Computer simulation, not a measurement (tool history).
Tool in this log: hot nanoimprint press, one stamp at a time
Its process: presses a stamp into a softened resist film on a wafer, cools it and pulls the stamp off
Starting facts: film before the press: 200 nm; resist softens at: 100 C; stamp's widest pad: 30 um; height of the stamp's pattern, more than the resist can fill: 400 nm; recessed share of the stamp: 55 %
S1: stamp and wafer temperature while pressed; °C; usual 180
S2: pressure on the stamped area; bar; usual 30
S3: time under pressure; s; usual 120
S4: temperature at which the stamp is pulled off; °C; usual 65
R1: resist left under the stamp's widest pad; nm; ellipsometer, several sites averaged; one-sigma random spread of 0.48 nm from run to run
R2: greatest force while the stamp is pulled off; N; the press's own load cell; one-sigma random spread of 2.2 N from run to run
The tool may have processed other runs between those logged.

run	hour	S1	S2	S3	S4	R1	R2
1	0	180	30	120	65	113.8	102
2	38.4	180	30	120	65	112.5	99
3	88.6	180	22.5	120	65	129.3	95
4	135.7	180	30	149	65	106	100
5	197.5	180	30	149	65	106	96
6	235.6	179	30	120	65	116.7	95
7	292.4	180	30	120	60	112.7	113
8	328.2	180	30	120	65	112.7	94
9	380.8	180	30	120	65	112.7	98
10	441.9	180	29.3	120	65	114.1	95
11	494.8	180	29.3	120	65	114.7	96
12	530	180	29.3	120	65	114.8	96
13	580.8	180	29.3	120	65	113.9	98
14	622.7	180	30	120	65	112.5	99
15	689.3	180	30	74	65	129.3	94
16	747.3	180	30	74	65	128.8	97
17	797.8	179	32	64	71	134.3	82
18	840.8	186	20.3	81	66	127.7	91
19	881.2	186	20.3	81	66	127.3	96
20	942.5	173	25	120	56	149.6	124
21	980.2	184	25	112	63	111.4	102
22	1030.5	182	18.6	154	57	125.6	122
23	1080.7	182	30	120	65	105.6	93
24	1133.6	188	28.8	120	50	88.4	142
25	1208.5	177	30	120	62	124.1	103
26	1239.8	174	25.8	120	62	144.1	101
27	1294.4	180	30	120	55	113.4	125
28	1326.8	180	20.6	120	55	133.9	125
29	1357.2	180	20.6	120	55	133.5	124

Not shown here: 6 entries made in the log between runs. Locate each between two listed runs and compare the hidden state at the listed run before it with the hidden state at the listed run after it:
After run 2, before run 3: stamp cleaned and given a new release coat (hour 74.6)
  grip of the stamp's worn release coat, % over a new coat's: 0.9 -> 0
After run 9, before run 10: stamp cleaned and given a new release coat (hour 424.3)
  grip of the stamp's worn release coat, % over a new coat's: 0.8 -> 0
After run 15, before run 16: plate thermocouple calibrated (hour 725.5)
  true temperature over the reading, C: 0.04 -> 0.01; pressure that arrives at the usual setting, %: 99.85 -> 99.84; grip of the stamp's worn release coat, % over a new coat's: 0.7 -> 0.9
After run 16, before run 17: stamp cleaned and given a new release coat (hour 775.5)
  grip of the stamp's worn release coat, % over a new coat's: 0.9 -> 0.1
After run 23, before run 24: stamp cleaned and given a new release coat (hour 1120.7)
  true temperature over the reading, C: 0.02 -> 0.03; grip of the stamp's worn release coat, % over a new coat's: 0.8 -> 0
After run 24, before run 25: press's hydraulic seals changed and the load cell set to zero (hour 1196.2)
  pressure that arrives at the usual setting, %: 99.8 -> 100; grip of the stamp's worn release coat, % over a new coat's: 0 -> 0.2

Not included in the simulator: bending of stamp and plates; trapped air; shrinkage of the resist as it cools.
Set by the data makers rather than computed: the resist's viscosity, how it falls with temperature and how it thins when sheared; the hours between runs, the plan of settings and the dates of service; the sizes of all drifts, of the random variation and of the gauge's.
